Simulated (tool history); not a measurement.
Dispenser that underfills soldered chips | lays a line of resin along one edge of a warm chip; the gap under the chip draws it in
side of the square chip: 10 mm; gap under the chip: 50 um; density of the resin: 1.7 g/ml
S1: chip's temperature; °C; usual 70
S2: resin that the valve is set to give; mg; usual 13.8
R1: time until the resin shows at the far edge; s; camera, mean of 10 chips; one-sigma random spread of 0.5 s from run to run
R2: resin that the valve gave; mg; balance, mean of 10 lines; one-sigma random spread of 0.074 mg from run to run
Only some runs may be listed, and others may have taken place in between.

run,hour,S1,S2,R1,R2
1,0,70,13.8,63.6,12.73
# hour 2.6: new syringe of resin
# hour 6.8: dispensing valve cleaned and set on the balance
2,11.7,70,12.7,65.5,12.62
# hour 13.6: new syringe of resin
3,20,70,12.7,58,12.58
# hour 23.5: new syringe of resin
4,28.8,70,12.7,57.2,12.57
# hour 33.8: new syringe of resin
5,39.8,70,12.7,59.5,12.38
# hour 43.5: new syringe of resin
6,44.6,70,12.7,44.2,12.44
# hour 53.1: new syringe of resin
7,53.1,70,12.3,41.5,12.01
8,58.8,70,12.3,59,11.85
# hour 63.1: new syringe of resin
9,68.5,70,12.3,55.5,11.72
# hour 72.8: new syringe of resin
10,73.4,70,12.3,42.4,11.83
11,80.9,70,12.3,65.3,11.7
# hour 82.8: new syringe of resin
12,89.5,70,12.3,61.6,11.61
# hour 92.7: new syringe of resin
13,100.5,70,12.3,66.3,11.58
# hour 102.3: new syringe of resin
14,109.2,70,12.3,61.7,11.54
# hour 111.9: new syringe of resin
15,118.3,70,12.3,58.3,11.58
# hour 121.5: new syringe of resin
16,127.9,77,13.8,47.6,12.73
# hour 131.3: new syringe of resin
17,134.9,77,13.8,40.4,12.6
# hour 138.8: dispensing valve cleaned and set on the balance
# hour 141.8: new syringe of resin
18,143.7,68,15.2,48,15.03
# hour 151.3: new syringe of resin
19,153,68,15.2,45.9,15.08
20,159.4,66,17.2,71.3,16.9
# hour 161.3: new syringe of resin
21,164.4,66,17.2,50.3,16.9
22,170,66,17.2,74.6,16.76
# hour 171.3: new syringe of resin
23,178.7,66,17.2,69.6,16.85
# hour 181.2: new syringe of resin
24,183.6,66,17.2,50.3,16.69
# hour 191.3: new syringe of resin
25,192.6,66,17.2,47.7,16.54
# hour 200.8: new syringe of resin
26,202.9,65,16.6,51,15.95
# hour 210.4: new syringe of resin
27,211.4,84,17.4,28.3,16.73
28,217,61,15.7,78.9,14.86
# hour 219.9: new syringe of resin
29,226.1,61,15.7,74.3,14.95
# hour 229.7: new syringe of resin
30,235.8,83,15.8,38.8,14.88
# hour 239.2: new syringe of resin
31,245.5,83,15.8,38.5,14.57

Here are 4 independent what-if runs from the current tool condition. What would each one return?
# hour 249.4: new syringe of resin
A,254.4,56,17.1,?,?
# hour 249.4: new syringe of resin
B,254.4,66,14.6,?,?
# hour 249.4: new syringe of resin
C,254.4,79,16.6,?,?
# hour 249.4: new syringe of resin
D,254.4,72,15.8,?,?

run,R1,R2
A,82.6,15.86
B,60.3,13.6
C,40.6,15.22
D,49.9,14.69
Stripped of hidden state, with their random variation kept, the same runs would have yielded:
run,R1,R2
A,62.5,17.16
B,45.3,14.7
C,30.5,16.47
D,37.6,15.89

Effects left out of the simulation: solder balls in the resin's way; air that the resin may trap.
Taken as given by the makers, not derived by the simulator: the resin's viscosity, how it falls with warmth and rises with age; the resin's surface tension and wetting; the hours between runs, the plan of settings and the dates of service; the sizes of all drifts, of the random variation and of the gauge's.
